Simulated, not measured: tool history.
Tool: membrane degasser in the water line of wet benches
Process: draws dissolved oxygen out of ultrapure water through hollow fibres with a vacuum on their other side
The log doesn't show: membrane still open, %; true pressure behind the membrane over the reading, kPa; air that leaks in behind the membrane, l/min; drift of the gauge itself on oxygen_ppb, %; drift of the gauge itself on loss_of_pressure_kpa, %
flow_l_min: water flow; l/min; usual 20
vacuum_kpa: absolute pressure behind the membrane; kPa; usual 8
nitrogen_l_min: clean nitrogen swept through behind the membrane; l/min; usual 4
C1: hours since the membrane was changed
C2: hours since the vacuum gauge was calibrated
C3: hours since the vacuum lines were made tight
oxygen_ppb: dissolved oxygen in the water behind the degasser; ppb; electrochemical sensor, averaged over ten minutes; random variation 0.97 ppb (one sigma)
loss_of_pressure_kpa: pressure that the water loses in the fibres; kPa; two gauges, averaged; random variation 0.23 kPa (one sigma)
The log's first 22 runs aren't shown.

{"run": 23, "day": 102.679, "flow_l_min": 24, "vacuum_kpa": 5.47, "nitrogen_l_min": 11.91, "C1": 4184, "C2": 1277, "C3": 3799, "oxygen_ppb": 89.7, "loss_of_pressure_kpa": 75.12}
{"run": 24, "day": 108.029, "flow_l_min": 24, "vacuum_kpa": 5.47, "nitrogen_l_min": 11.91, "C1": 4312, "C2": 1405, "C3": 3928, "oxygen_ppb": 92.6, "loss_of_pressure_kpa": 75.24}
{"run": 25, "day": 111.438, "flow_l_min": 24, "vacuum_kpa": 5.47, "nitrogen_l_min": 11.91, "C1": 4394, "C2": 1487, "C3": 4009, "oxygen_ppb": 91.4, "loss_of_pressure_kpa": 75.89}
{"run": 26, "day": 114.754, "flow_l_min": 24, "vacuum_kpa": 5.47, "nitrogen_l_min": 11.91, "C1": 4474, "C2": 1567, "C3": 4089, "oxygen_ppb": 90.7, "loss_of_pressure_kpa": 75.6}
{"run": 27, "day": 120.425, "flow_l_min": 24, "vacuum_kpa": 5.47, "nitrogen_l_min": 11.91, "C1": 4610, "C2": 1703, "C3": 4225, "oxygen_ppb": 93.2, "loss_of_pressure_kpa": 76.01}
{"run": 28, "day": 123.354, "flow_l_min": 13, "vacuum_kpa": 16.31, "nitrogen_l_min": 2.29, "C1": 4680, "C2": 1773, "C3": 4295, "oxygen_ppb": 194.3, "loss_of_pressure_kpa": 40.72}
{"run": 29, "day": 126.996, "flow_l_min": 26, "vacuum_kpa": 8.92, "nitrogen_l_min": 1.76, "C1": 4767, "C2": 1861, "C3": 4383, "oxygen_ppb": 296.8, "loss_of_pressure_kpa": 82.05}
{"run": 30, "day": 129.808, "flow_l_min": 26, "vacuum_kpa": 8.92, "nitrogen_l_min": 1.76, "C1": 4835, "C2": 1928, "C3": 4450, "oxygen_ppb": 292.5, "loss_of_pressure_kpa": 81.87}
{"run": 31, "day": 133.175, "flow_l_min": 23, "vacuum_kpa": 14.77, "nitrogen_l_min": 2.61, "C1": 4916, "C2": 2009, "C3": 4531, "oxygen_ppb": 315.7, "loss_of_pressure_kpa": 72.84}

5 ways to go on from here, each from the tool as it stands after run 31. What would each give?
{"run": "A", "day": 138.154, "flow_l_min": 20, "vacuum_kpa": 11.17, "nitrogen_l_min": 5.58, "C1": 5035, "C2": 2128, "C3": 4651, "oxygen_ppb": "?", "loss_of_pressure_kpa": "?"}
{"run": "B", "day": 138.154, "flow_l_min": 25, "vacuum_kpa": 12.24, "nitrogen_l_min": 7.46, "C1": 5035, "C2": 2128, "C3": 4651, "oxygen_ppb": "?", "loss_of_pressure_kpa": "?"}
{"run": "C", "day": 138.154, "flow_l_min": 12, "vacuum_kpa": 13.48, "nitrogen_l_min": 5.29, "C1": 5035, "C2": 2128, "C3": 4651, "oxygen_ppb": "?", "loss_of_pressure_kpa": "?"}
{"run": "D", "day": 138.154, "flow_l_min": 20, "vacuum_kpa": 14.22, "nitrogen_l_min": 4, "C1": 5035, "C2": 2128, "C3": 4651, "oxygen_ppb": "?", "loss_of_pressure_kpa": "?"}
{"run": "E", "day": 138.154, "flow_l_min": 28, "vacuum_kpa": 13.85, "nitrogen_l_min": 3.72, "C1": 5035, "C2": 2128, "C3": 4651, "oxygen_ppb": "?", "loss_of_pressure_kpa": "?"}

run=A oxygen_ppb=121 loss_of_pressure_kpa=63.57
run=B oxygen_ppb=168 loss_of_pressure_kpa=79.07
run=C oxygen_ppb=66.2 loss_of_pressure_kpa=37.92
run=D oxygen_ppb=187.1 loss_of_pressure_kpa=63.19
run=E oxygen_ppb=312.7 loss_of_pressure_kpa=88.44
Without the tool's hidden state the same runs would have given:
run=A oxygen_ppb=105.7 loss_of_pressure_kpa=60.12
run=B oxygen_ppb=144.4 loss_of_pressure_kpa=74.77
run=C oxygen_ppb=60.6 loss_of_pressure_kpa=35.85
run=D oxygen_ppb=169.8 loss_of_pressure_kpa=59.76
run=E oxygen_ppb=281.2 loss_of_pressure_kpa=83.63
